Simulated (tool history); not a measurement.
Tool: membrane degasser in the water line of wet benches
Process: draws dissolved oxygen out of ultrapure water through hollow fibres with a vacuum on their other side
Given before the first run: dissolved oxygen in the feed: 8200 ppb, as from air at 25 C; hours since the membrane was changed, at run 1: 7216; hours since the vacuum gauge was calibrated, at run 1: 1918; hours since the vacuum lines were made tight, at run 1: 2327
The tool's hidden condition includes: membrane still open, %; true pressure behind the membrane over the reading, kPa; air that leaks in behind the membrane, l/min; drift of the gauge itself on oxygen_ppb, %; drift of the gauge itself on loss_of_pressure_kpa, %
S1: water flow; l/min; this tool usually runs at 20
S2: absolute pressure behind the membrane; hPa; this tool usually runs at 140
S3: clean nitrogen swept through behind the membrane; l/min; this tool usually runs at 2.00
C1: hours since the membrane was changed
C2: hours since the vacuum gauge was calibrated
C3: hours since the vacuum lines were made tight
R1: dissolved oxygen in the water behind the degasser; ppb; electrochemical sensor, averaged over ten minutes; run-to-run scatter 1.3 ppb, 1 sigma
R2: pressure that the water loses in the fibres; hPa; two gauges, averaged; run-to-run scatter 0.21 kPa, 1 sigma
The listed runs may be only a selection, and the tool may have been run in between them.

run 1 hour=0.0 | S1=20 S2=140 S3=2.00 | C1=7216 C2=1918 C3=2327 | R1=250.9 R2=477.3
run 2 hour=140.6 | S1=20 S2=140 S3=2.71 | C1=7357 C2=2058 C3=2468 | R1=191.3 R2=478.3
run 3 hour=358.8 | S1=20 S2=140 S3=2.71 | C1=7575 C2=2277 C3=2686 | R1=189.7 R2=472.8
run 4 hour=573.2 | S1=20 S2=126 S3=2.00 | C1=7789 C2=2491 C3=2901 | R1=220.4 R2=477.6
run 5 hour=692.2 | S1=20 S2=140 S3=2.00 | C1=7908 C2=2610 C3=3020 | R1=252.6 R2=474.9
run 6 hour=863.1 | S1=30 S2=140 S3=2.00 | C1=8079 C2=2781 C3=3191 | R1=379.6 R2=709.6
run 7 hour=1049.5 | S1=30 S2=140 S3=2.92 | C1=8265 C2=2967 C3=3377 | R1=281.7 R2=712.9
run 8 hour=1251.4 | S1=30 S2=140 S3=2.92 | C1=8467 C2=3169 C3=3579 | R1=278.8 R2=713.2
run 9 hour=1451.2 | S1=30 S2=140 S3=2.92 | C1=8667 C2=3369 C3=3779 | R1=279.4 R2=709.3
run 10 hour=1646.7 | S1=31 S2=88 S3=2.80 | C1=8863 C2=3564 C3=3974 | R1=170.3 R2=729.6
run 11 hour=1808.5 | S1=31 S2=88 S3=2.80 | C1=9025 C2=3726 C3=4136 | R1=171.4 R2=733.8
run 12 hour=1993.2 | S1=20 S2=101 S3=2.00 | C1=9209 C2=3911 C3=4321 | R1=163.0 R2=476.0
run 13 hour=2170.9 | S1=30 S2=140 S3=3.42 | C1=9387 C2=4089 C3=4498 | R1=244.9 R2=704.3
run 14 hour=2283.4 | S1=30 S2=190 S3=4.66 | C1=9499 C2=4201 C3=4611 | R1=265.2 R2=705.3
run 15 hour=2408.6 | S1=30 S2=190 S3=4.66 | C1=9625 C2=4326 C3=4736 | R1=264.6 R2=705.0
run 16 hour=2626.1 | S1=30 S2=190 S3=4.66 | C1=9842 C2=4544 C3=4953 | R1=262.8 R2=709.1

Below are 5 alternative next runs, each starting from the tool's condition after run 16. Predict each:
run A hour=2717.1 | S1=15 S2=190 S3=4.66 | C1=9933 C2=4635 C3=5045 | R1=? R2=?
run B hour=2717.1 | S1=30 S2=90 S3=1.70 | C1=9933 C2=4635 C3=5045 | R1=? R2=?
run C hour=2717.1 | S1=30 S2=157 S3=4.66 | C1=9933 C2=4635 C3=5045 | R1=? R2=?
run D hour=2717.1 | S1=23 S2=140 S3=5.21 | C1=9933 C2=4635 C3=5045 | R1=? R2=?
run E hour=2717.1 | S1=15 S2=190 S3=2.95 | C1=9933 C2=4635 C3=5045 | R1=? R2=?

run=A R1=125.2 R2=348.4
run=B R1=251.4 R2=699.3
run=C R1=213.5 R2=698.0
run=D R1=121.8 R2=534.6
run=E R1=191.4 R2=348.5
What these runs would have given with no unlogged condition in the tool:
run=A R1=125.0 R2=356.6
run=B R1=250.8 R2=715.8
run=C R1=213.1 R2=714.5
run=D R1=121.6 R2=547.2
run=E R1=191.1 R2=356.8
